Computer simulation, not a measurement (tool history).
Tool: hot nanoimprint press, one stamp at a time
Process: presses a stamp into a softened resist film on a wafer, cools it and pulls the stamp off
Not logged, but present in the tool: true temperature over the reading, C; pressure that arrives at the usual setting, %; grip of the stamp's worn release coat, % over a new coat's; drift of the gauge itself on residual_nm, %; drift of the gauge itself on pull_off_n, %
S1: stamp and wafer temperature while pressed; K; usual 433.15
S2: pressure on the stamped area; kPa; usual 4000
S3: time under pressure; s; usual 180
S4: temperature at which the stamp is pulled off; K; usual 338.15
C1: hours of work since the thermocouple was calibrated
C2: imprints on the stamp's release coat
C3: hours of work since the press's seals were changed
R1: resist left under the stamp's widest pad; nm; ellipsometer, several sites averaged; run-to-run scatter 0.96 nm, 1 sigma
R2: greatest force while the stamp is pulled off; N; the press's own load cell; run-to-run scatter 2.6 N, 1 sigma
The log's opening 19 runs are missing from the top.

run,hour,S1,S2,S3,S4,C1,C2,C3,R1,R2
20,191.2,430.15,3400,277,337.15,141,758,352,148.9,151
21,200.9,430.15,2440,283,337.15,148,787,359,177.2,153
22,209.9,430.15,2440,283,337.15,155,814,366,176.6,147
23,216.4,430.15,2440,283,337.15,160,834,370,178.7,152
24,223.9,422.15,3370,344,338.15,165,856,376,201.5,144
25,231.3,443.15,6250,347,338.15,171,879,381,52.7,156
26,239.8,433.15,4000,120,331.15,177,904,388,156.1,177
27,252,435.15,4000,297,334.15,186,941,397,102.7,166
28,263.8,434.15,2880,141,343.15,195,977,405,169.8,139
29,274.5,434.15,2880,141,343.15,202,1009,413,167.9,145
30,283.2,444.15,4000,233,338.15,209,1035,419,75.7,158

What if the next run were any one of these 3? Each begins from the tool's condition after run 30:
A,297.3,444.15,4000,99,338.15,219,1078,430,?,?
B,297.3,431.15,4000,233,326.15,219,1078,430,?,?
C,297.3,444.15,3070,312,327.15,219,1078,430,?,?

run,R1,R2
A,102.7,158
B,136.6,198
C,79.3,194
Stripped of hidden state, with their random variation kept, the same runs would have yielded:
run,R1,R2
A,102.9,119
B,137.4,149
C,79.8,146
